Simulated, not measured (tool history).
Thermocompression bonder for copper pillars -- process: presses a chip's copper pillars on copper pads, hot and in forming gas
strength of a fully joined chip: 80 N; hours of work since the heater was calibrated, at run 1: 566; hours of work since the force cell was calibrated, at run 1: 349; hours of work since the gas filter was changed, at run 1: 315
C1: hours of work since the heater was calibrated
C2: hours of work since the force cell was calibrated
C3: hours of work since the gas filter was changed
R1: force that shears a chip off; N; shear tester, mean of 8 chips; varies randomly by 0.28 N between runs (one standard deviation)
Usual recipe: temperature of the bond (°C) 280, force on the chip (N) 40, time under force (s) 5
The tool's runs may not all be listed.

run 1 hour=0 | temperature_of_the_bond_(°C)=280 force_on_the_chip_(N)=40 time_under_force_(s)=5 | C1=566 C2=349 C3=315 | R1=53.6
run 2 hour=40.4 | temperature_of_the_bond_(°C)=280 force_on_the_chip_(N)=40 time_under_force_(s)=5 | C1=586 C2=369 C3=335 | R1=53.5
run 3 hour=68.4 | temperature_of_the_bond_(°C)=280 force_on_the_chip_(N)=40 time_under_force_(s)=5 | C1=601 C2=383 C3=349 | R1=53.7
run 4 hour=108.3 | temperature_of_the_bond_(°C)=287 force_on_the_chip_(N)=40 time_under_force_(s)=5 | C1=621 C2=403 C3=369 | R1=57.8
-- hour=132.6 forming gas filter changed
run 5 hour=139 | temperature_of_the_bond_(°C)=280 force_on_the_chip_(N)=40 time_under_force_(s)=5 | C1=636 C2=418 C3=3 | R1=53.7
run 6 hour=170.8 | temperature_of_the_bond_(°C)=280 force_on_the_chip_(N)=40 time_under_force_(s)=5 | C1=652 C2=434 C3=19 | R1=54
run 7 hour=201.9 | temperature_of_the_bond_(°C)=280 force_on_the_chip_(N)=40 time_under_force_(s)=5 | C1=667 C2=450 C3=35 | R1=53.9
run 8 hour=221.5 | temperature_of_the_bond_(°C)=280 force_on_the_chip_(N)=40 time_under_force_(s)=5 | C1=677 C2=460 C3=45 | R1=53.6
run 9 hour=251.3 | temperature_of_the_bond_(°C)=280 force_on_the_chip_(N)=40 time_under_force_(s)=5 | C1=692 C2=475 C3=59 | R1=53.7
run 10 hour=287.8 | temperature_of_the_bond_(°C)=280 force_on_the_chip_(N)=40 time_under_force_(s)=5 | C1=710 C2=493 C3=78 | R1=53.6
run 11 hour=310 | temperature_of_the_bond_(°C)=280 force_on_the_chip_(N)=40 time_under_force_(s)=5 | C1=721 C2=504 C3=89 | R1=53.6
run 12 hour=345.6 | temperature_of_the_bond_(°C)=280 force_on_the_chip_(N)=40 time_under_force_(s)=5 | C1=739 C2=522 C3=107 | R1=53.9
run 13 hour=377.9 | temperature_of_the_bond_(°C)=280 force_on_the_chip_(N)=40 time_under_force_(s)=5 | C1=755 C2=538 C3=123 | R1=54.3
run 14 hour=409.4 | temperature_of_the_bond_(°C)=280 force_on_the_chip_(N)=47 time_under_force_(s)=5 | C1=771 C2=554 C3=139 | R1=56.5
run 15 hour=430.1 | temperature_of_the_bond_(°C)=307 force_on_the_chip_(N)=40 time_under_force_(s)=5 | C1=781 C2=564 C3=149 | R1=67.9
run 16 hour=459.9 | temperature_of_the_bond_(°C)=280 force_on_the_chip_(N)=40 time_under_force_(s)=5 | C1=796 C2=579 C3=164 | R1=53.5
run 17 hour=491.9 | temperature_of_the_bond_(°C)=280 force_on_the_chip_(N)=40 time_under_force_(s)=14 | C1=812 C2=595 C3=180 | R1=68.2
run 18 hour=523.1 | temperature_of_the_bond_(°C)=280 force_on_the_chip_(N)=40 time_under_force_(s)=14 | C1=828 C2=611 C3=196 | R1=67
run 19 hour=553.5 | temperature_of_the_bond_(°C)=280 force_on_the_chip_(N)=40 time_under_force_(s)=14 | C1=843 C2=626 C3=211 | R1=67.6
run 20 hour=584.9 | temperature_of_the_bond_(°C)=280 force_on_the_chip_(N)=40 time_under_force_(s)=14 | C1=859 C2=642 C3=227 | R1=67.6
run 21 hour=613.9 | temperature_of_the_bond_(°C)=258 force_on_the_chip_(N)=44 time_under_force_(s)=5 | C1=874 C2=656 C3=241 | R1=42.3
run 22 hour=635.6 | temperature_of_the_bond_(°C)=258 force_on_the_chip_(N)=44 time_under_force_(s)=5 | C1=884 C2=667 C3=252 | R1=42.5
run 23 hour=668.8 | temperature_of_the_bond_(°C)=300 force_on_the_chip_(N)=58 time_under_force_(s)=5 | C1=901 C2=684 C3=269 | R1=70.3
-- hour=692.9 heater calibrated with a thermocouple chip
run 24 hour=709.3 | temperature_of_the_bond_(°C)=300 force_on_the_chip_(N)=58 time_under_force_(s)=5 | C1=8 C2=703 C3=288 | R1=69.9
run 25 hour=733 | temperature_of_the_bond_(°C)=300 force_on_the_chip_(N)=58 time_under_force_(s)=5 | C1=20 C2=715 C3=300 | R1=69.9
run 26 hour=761.4 | temperature_of_the_bond_(°C)=300 force_on_the_chip_(N)=58 time_under_force_(s)=5 | C1=34 C2=729 C3=314 | R1=70.3
run 27 hour=778.7 | temperature_of_the_bond_(°C)=308 force_on_the_chip_(N)=35 time_under_force_(s)=5 | C1=43 C2=738 C3=323 | R1=66.1
run 28 hour=814.1 | temperature_of_the_bond_(°C)=298 force_on_the_chip_(N)=35 time_under_force_(s)=4 | C1=61 C2=756 C3=340 | R1=58.1
run 29 hour=842.1 | temperature_of_the_bond_(°C)=293 force_on_the_chip_(N)=35 time_under_force_(s)=4 | C1=75 C2=770 C3=354 | R1=55.3
run 30 hour=881.5 | temperature_of_the_bond_(°C)=284 force_on_the_chip_(N)=34 time_under_force_(s)=3 | C1=95 C2=789 C3=374 | R1=45.1
-- hour=896.4 forming gas filter changed
run 31 hour=903.1 | temperature_of_the_bond_(°C)=280 force_on_the_chip_(N)=37 time_under_force_(s)=9 | C1=105 C2=800 C3=3 | R1=60.9
run 32 hour=926.4 | temperature_of_the_bond_(°C)=280 force_on_the_chip_(N)=37 time_under_force_(s)=9 | C1=117 C2=812 C3=15 | R1=60.5
run 33 hour=946.9 | temperature_of_the_bond_(°C)=266 force_on_the_chip_(N)=28 time_under_force_(s)=4 | C1=127 C2=822 C3=25 | R1=36.1
run 34 hour=963.7 | temperature_of_the_bond_(°C)=266 force_on_the_chip_(N)=28 time_under_force_(s)=4 | C1=135 C2=830 C3=34 | R1=35.8
run 35 hour=981.6 | temperature_of_the_bond_(°C)=266 force_on_the_chip_(N)=28 time_under_force_(s)=4 | C1=144 C2=839 C3=43 | R1=35.7
run 36 hour=999.7 | temperature_of_the_bond_(°C)=266 force_on_the_chip_(N)=32 time_under_force_(s)=5 | C1=153 C2=848 C3=52 | R1=40.9
run 37 hour=1038.6 | temperature_of_the_bond_(°C)=265 force_on_the_chip_(N)=46 time_under_force_(s)=3 | C1=173 C2=868 C3=71 | R1=39.7
run 38 hour=1061.3 | temperature_of_the_bond_(°C)=265 force_on_the_chip_(N)=46 time_under_force_(s)=3 | C1=184 C2=879 C3=83 | R1=39.6
run 39 hour=1078.2 | temperature_of_the_bond_(°C)=307 force_on_the_chip_(N)=49 time_under_force_(s)=6 | C1=193 C2=888 C3=91 | R1=71.7
run 40 hour=1113.5 | temperature_of_the_bond_(°C)=307 force_on_the_chip_(N)=49 time_under_force_(s)=6 | C1=210 C2=905 C3=109 | R1=71.9

3 options for the next run, each taken on its own from the tool as it stands now. Forecast them:
run A hour=1150 | temperature_of_the_bond_(°C)=307 force_on_the_chip_(N)=49 time_under_force_(s)=3 | C1=229 C2=924 C3=127 | R1=?
run B hour=1150 | temperature_of_the_bond_(°C)=252 force_on_the_chip_(N)=37 time_under_force_(s)=3 | C1=229 C2=924 C3=127 | R1=?
run C hour=1150 | temperature_of_the_bond_(°C)=280 force_on_the_chip_(N)=52 time_under_force_(s)=5 | C1=229 C2=924 C3=127 | R1=?

run=A R1=64.6
run=B R1=28.8
run=C R1=59.1
Stripped of hidden state, with their random variation kept, the same runs would have yielded:
run=A R1=64.6
run=B R1=28.7
run=C R1=59
